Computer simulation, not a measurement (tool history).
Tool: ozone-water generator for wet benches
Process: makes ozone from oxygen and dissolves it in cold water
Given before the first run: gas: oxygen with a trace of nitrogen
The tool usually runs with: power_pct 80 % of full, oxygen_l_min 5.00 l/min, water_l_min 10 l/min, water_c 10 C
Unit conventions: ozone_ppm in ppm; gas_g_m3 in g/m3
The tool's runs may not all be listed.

run 1 hour=0.0 | power_pct=80 oxygen_l_min=5.00 water_l_min=10 water_c=10 | ozone_ppm=20.6 gas_g_m3=167.2
run 2 hour=73.6 | power_pct=80 oxygen_l_min=5.00 water_l_min=10 water_c=10 | ozone_ppm=20.8 gas_g_m3=167.8
run 3 hour=156.5 | power_pct=80 oxygen_l_min=5.00 water_l_min=10 water_c=10 | ozone_ppm=20.9 gas_g_m3=167.1
run 4 hour=288.1 | power_pct=80 oxygen_l_min=5.00 water_l_min=10 water_c=10 | ozone_ppm=20.9 gas_g_m3=165.0
run 5 hour=360.6 | power_pct=80 oxygen_l_min=5.00 water_l_min=10 water_c=10 | ozone_ppm=20.7 gas_g_m3=165.7
run 6 hour=435.8 | power_pct=80 oxygen_l_min=5.00 water_l_min=10 water_c=10 | ozone_ppm=20.7 gas_g_m3=166.4
run 7 hour=520.7 | power_pct=98 oxygen_l_min=5.00 water_l_min=10 water_c=10 | ozone_ppm=24.0 gas_g_m3=192.9
run 8 hour=654.5 | power_pct=98 oxygen_l_min=5.00 water_l_min=10 water_c=12 | ozone_ppm=23.3 gas_g_m3=191.2
run 9 hour=731.5 | power_pct=98 oxygen_l_min=5.00 water_l_min=10 water_c=12 | ozone_ppm=23.3 gas_g_m3=193.3
run 10 hour=870.6 | power_pct=80 oxygen_l_min=5.00 water_l_min=10 water_c=10 | ozone_ppm=20.4 gas_g_m3=165.1
run 11 hour=928.4 | power_pct=80 oxygen_l_min=7.01 water_l_min=10 water_c=10 | ozone_ppm=20.2 gas_g_m3=143.1
run 12 hour=1072.2 | power_pct=79 oxygen_l_min=5.00 water_l_min=10 water_c=10 | ozone_ppm=20.3 gas_g_m3=160.7
run 13 hour=1185.8 | power_pct=79 oxygen_l_min=5.00 water_l_min=10 water_c=10 | ozone_ppm=20.0 gas_g_m3=163.3
run 14 hour=1303.3 | power_pct=79 oxygen_l_min=5.00 water_l_min=10 water_c=10 | ozone_ppm=20.0 gas_g_m3=162.1
run 15 hour=1378.0 | power_pct=49 oxygen_l_min=5.00 water_l_min=10 water_c=10 | ozone_ppm=13.8 gas_g_m3=110.3
run 16 hour=1445.7 | power_pct=80 oxygen_l_min=5.00 water_l_min=10 water_c=10 | ozone_ppm=20.1 gas_g_m3=162.1
run 17 hour=1508.3 | power_pct=80 oxygen_l_min=5.00 water_l_min=10 water_c=10 | ozone_ppm=20.2 gas_g_m3=162.5
run 18 hour=1570.4 | power_pct=52 oxygen_l_min=4.33 water_l_min=10 water_c=15 | ozone_ppm=13.2 gas_g_m3=122.2
run 19 hour=1646.8 | power_pct=52 oxygen_l_min=4.33 water_l_min=10 water_c=17 | ozone_ppm=12.6 gas_g_m3=122.8
run 20 hour=1785.0 | power_pct=80 oxygen_l_min=8.43 water_l_min=11 water_c=10 | ozone_ppm=18.6 gas_g_m3=132.1
run 21 hour=1877.2 | power_pct=74 oxygen_l_min=6.38 water_l_min=10 water_c=10 | ozone_ppm=19.0 gas_g_m3=136.1
run 22 hour=2000.4 | power_pct=41 oxygen_l_min=5.00 water_l_min=10 water_c=12 | ozone_ppm=11.2 gas_g_m3=96.2
run 23 hour=2116.7 | power_pct=80 oxygen_l_min=5.00 water_l_min=7 water_c=6 | ozone_ppm=28.0 gas_g_m3=161.9
run 24 hour=2200.4 | power_pct=80 oxygen_l_min=5.00 water_l_min=6 water_c=10 | ozone_ppm=28.7 gas_g_m3=161.0
run 25 hour=2302.3 | power_pct=80 oxygen_l_min=5.00 water_l_min=16 water_c=8 | ozone_ppm=14.0 gas_g_m3=160.1
run 26 hour=2412.2 | power_pct=41 oxygen_l_min=5.00 water_l_min=12 water_c=10 | ozone_ppm=10.1 gas_g_m3=94.0
run 27 hour=2508.7 | power_pct=69 oxygen_l_min=2.94 water_l_min=10 water_c=10 | ozone_ppm=16.6 gas_g_m3=175.5
run 28 hour=2579.6 | power_pct=69 oxygen_l_min=2.94 water_l_min=12 water_c=8 | ozone_ppm=14.1 gas_g_m3=178.1
run 29 hour=2664.4 | power_pct=80 oxygen_l_min=6.76 water_l_min=7 water_c=10 | ozone_ppm=25.4 gas_g_m3=143.7
run 30 hour=2758.5 | power_pct=80 oxygen_l_min=3.19 water_l_min=14 water_c=10 | ozone_ppm=13.6 gas_g_m3=190.3
run 31 hour=2875.5 | power_pct=80 oxygen_l_min=3.19 water_l_min=14 water_c=10 | ozone_ppm=13.7 gas_g_m3=191.5
run 32 hour=2971.1 | power_pct=62 oxygen_l_min=5.00 water_l_min=11 water_c=10 | ozone_ppm=15.0 gas_g_m3=130.2
run 33 hour=3053.4 | power_pct=52 oxygen_l_min=6.81 water_l_min=8 water_c=14 | ozone_ppm=14.8 gas_g_m3=101.5
run 34 hour=3133.6 | power_pct=52 oxygen_l_min=6.81 water_l_min=8 water_c=14 | ozone_ppm=14.8 gas_g_m3=99.2

Missing from the log above: 1 entry noted between runs. For each, name the pair of listed runs it sits between and say how the tool's hidden condition differs from the listed run just before to the listed run just after:
In the gap between runs 24 and 25: water thermometer calibrated (hour 2208.6)
  yield of the discharge, % of new electrodes': 95.5 -> 95.4; contactor's efficiency, % of a clean one's: 91.9 -> 91.8; true water temperature over the reading, C: 0.14 -> -0.01
  measured minus no-state result, ozone_ppm: -3.1 -> -1.6 ppm; gas_g_m3: -8.3 -> -8.6 g/m3
